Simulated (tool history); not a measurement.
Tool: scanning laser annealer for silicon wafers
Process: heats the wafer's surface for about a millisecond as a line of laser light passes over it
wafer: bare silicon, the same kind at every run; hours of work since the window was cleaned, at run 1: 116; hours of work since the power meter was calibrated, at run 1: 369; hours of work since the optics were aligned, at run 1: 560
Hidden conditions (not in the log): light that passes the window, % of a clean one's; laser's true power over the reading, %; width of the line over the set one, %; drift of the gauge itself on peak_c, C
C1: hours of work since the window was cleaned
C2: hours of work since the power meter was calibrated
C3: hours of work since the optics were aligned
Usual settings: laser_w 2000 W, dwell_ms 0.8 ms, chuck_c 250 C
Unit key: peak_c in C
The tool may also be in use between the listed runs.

run 1 hour=0 | laser_w=2000 dwell_ms=0.8 chuck_c=250 | C1=116 C2=369 C3=560 | peak_c=948
run 2 hour=7.8 | laser_w=2000 dwell_ms=0.8 chuck_c=250 | C1=122 C2=374 C3=566 | peak_c=944
run 3 hour=17.7 | laser_w=2000 dwell_ms=0.8 chuck_c=250 | C1=128 C2=381 C3=573 | peak_c=946
run 4 hour=24.9 | laser_w=2000 dwell_ms=0.8 chuck_c=250 | C1=133 C2=386 C3=577 | peak_c=944
run 5 hour=38.7 | laser_w=2000 dwell_ms=0.8 chuck_c=250 | C1=143 C2=395 C3=587 | peak_c=940
run 6 hour=49.1 | laser_w=2000 dwell_ms=0.8 chuck_c=250 | C1=150 C2=402 C3=594 | peak_c=942
run 7 hour=58 | laser_w=2000 dwell_ms=0.8 chuck_c=250 | C1=156 C2=409 C3=600 | peak_c=942
run 8 hour=71.4 | laser_w=2000 dwell_ms=0.8 chuck_c=253 | C1=165 C2=418 C3=609 | peak_c=941
run 9 hour=79.8 | laser_w=2000 dwell_ms=0.8 chuck_c=253 | C1=171 C2=423 C3=615 | peak_c=943
run 10 hour=89.9 | laser_w=2000 dwell_ms=0.8 chuck_c=253 | C1=178 C2=430 C3=622 | peak_c=942
run 11 hour=102 | laser_w=2000 dwell_ms=0.8 chuck_c=253 | C1=186 C2=439 C3=630 | peak_c=943
run 12 hour=108.1 | laser_w=2000 dwell_ms=0.8 chuck_c=253 | C1=190 C2=443 C3=634 | peak_c=942
run 13 hour=116.6 | laser_w=2000 dwell_ms=0.8 chuck_c=250 | C1=196 C2=449 C3=640 | peak_c=939
run 14 hour=130.8 | laser_w=1721 dwell_ms=0.8 chuck_c=287 | C1=206 C2=458 C3=650 | peak_c=864
run 15 hour=138.6 | laser_w=1721 dwell_ms=0.8 chuck_c=287 | C1=211 C2=463 C3=655 | peak_c=861
run 16 hour=153.4 | laser_w=1721 dwell_ms=0.8 chuck_c=287 | C1=221 C2=474 C3=665 | peak_c=860
run 17 hour=159.9 | laser_w=1790 dwell_ms=0.638 chuck_c=239 | C1=225 C2=478 C3=669 | peak_c=771
run 18 hour=173.5 | laser_w=1790 dwell_ms=0.638 chuck_c=239 | C1=235 C2=487 C3=679 | peak_c=769
run 19 hour=181.5 | laser_w=1790 dwell_ms=0.638 chuck_c=239 | C1=240 C2=493 C3=684 | peak_c=768
run 20 hour=189.8 | laser_w=1790 dwell_ms=0.638 chuck_c=239 | C1=246 C2=498 C3=690 | peak_c=770
run 21 hour=202.8 | laser_w=1790 dwell_ms=0.638 chuck_c=239 | C1=255 C2=507 C3=699 | peak_c=770
run 22 hour=212.8 | laser_w=1790 dwell_ms=0.638 chuck_c=239 | C1=261 C2=514 C3=706 | peak_c=772
run 23 hour=225.9 | laser_w=2173 dwell_ms=0.595 chuck_c=252 | C1=270 C2=523 C3=714 | peak_c=894
run 24 hour=235.5 | laser_w=2173 dwell_ms=0.595 chuck_c=252 | C1=277 C2=530 C3=721 | peak_c=891
run 25 hour=244.3 | laser_w=2000 dwell_ms=0.8 chuck_c=212 | C1=283 C2=536 C3=727 | peak_c=894

Branching from run 25: 5 alternative next runs. What would each branch give?
run A hour=259.2 | laser_w=2088 dwell_ms=0.797 chuck_c=250 | C1=293 C2=546 C3=737 | peak_c=?
run B hour=259.2 | laser_w=2000 dwell_ms=0.8 chuck_c=282 | C1=293 C2=546 C3=737 | peak_c=?
run C hour=259.2 | laser_w=2010 dwell_ms=0.811 chuck_c=268 | C1=293 C2=546 C3=737 | peak_c=?
run D hour=259.2 | laser_w=2000 dwell_ms=0.781 chuck_c=250 | C1=293 C2=546 C3=737 | peak_c=?
run E hour=259.2 | laser_w=2155 dwell_ms=0.8 chuck_c=250 | C1=293 C2=546 C3=737 | peak_c=?

run=A peak_c=964
run=B peak_c=963
run=C peak_c=958
run=D peak_c=923
run=E peak_c=995
Without the tool's hidden state the same runs would have given:
run=A peak_c=1001
run=B peak_c=998
run=C peak_c=994
run=D peak_c=958
run=E peak_c=1033
